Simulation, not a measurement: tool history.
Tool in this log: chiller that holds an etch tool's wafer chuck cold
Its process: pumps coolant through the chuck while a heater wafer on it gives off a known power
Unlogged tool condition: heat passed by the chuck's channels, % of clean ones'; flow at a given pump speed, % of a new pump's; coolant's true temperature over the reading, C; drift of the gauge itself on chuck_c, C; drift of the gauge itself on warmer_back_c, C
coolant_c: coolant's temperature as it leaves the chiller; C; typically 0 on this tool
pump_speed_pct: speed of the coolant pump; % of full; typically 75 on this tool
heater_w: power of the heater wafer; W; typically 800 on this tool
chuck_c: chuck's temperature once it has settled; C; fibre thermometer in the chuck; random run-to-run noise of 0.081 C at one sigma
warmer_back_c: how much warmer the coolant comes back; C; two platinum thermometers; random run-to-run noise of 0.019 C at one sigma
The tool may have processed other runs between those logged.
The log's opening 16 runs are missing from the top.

run	day	coolant_c	pump_speed_pct	heater_w	hours since the coolant was changed and the channels were flushed	hours since the pump was overhauled	hours since the chiller's thermometer was calibrated	chuck_c	warmer_back_c
17	30.825	0	70	781	4358	2219	1769	9.05	3.26
18	31.992	0	75	942	4386	2246	1797	10.19	3.63
19	34.825	0	75	942	4454	2315	1865	10.16	3.65
20	37.492	0	75	942	4518	2379	1929	10.28	3.66
21	40.125	-3	75	942	4581	2442	1992	7.27	3.68
22	42.367	4	75	413	4635	2496	2046	8.46	1.59
23	45.108	7	63	800	4700	2561	2112	16.89	3.71
24	47.108	6	77	585	4749	2609	2160	12.29	2.22
25	49.450	6	77	585	4805	2665	2216	12.39	2.22
26	51.129	6	77	585	4845	2706	2256	12.24	2.22
27	53.688	6	77	585	4906	2767	2318	12.25	2.21
28	55.733	5	63	1060	4956	2816	2367	18.16	4.93
29	57.875	7	76	430	5007	2868	2418	11.75	1.66
30	59.321	-5	91	756	5042	2902	2453	2.20	2.42
31	61.367	-5	91	756	5091	2951	2502	2.22	2.39
32	63.704	6	79	794	5147	3008	2558	14.46	2.89

4 options for the next run, each taken on its own from the tool as it stands now. Forecast them:
A	65.433	-5	79	886	5188	3049	2599	?	?
B	65.433	9	83	1038	5188	3049	2599	?	?
C	65.433	-7	89	794	5188	3049	2599	?	?
D	65.433	-7	78	683	5188	3049	2599	?	?

run	chuck_c	warmer_back_c
A	4.36	3.26
B	19.56	3.61
C	0.72	2.57
D	0.31	2.54
With no hidden state in the tool, these same runs would have given:
run	chuck_c	warmer_back_c
A	4.34	3.25
B	19.53	3.61
C	0.70	2.57
D	0.30	2.54
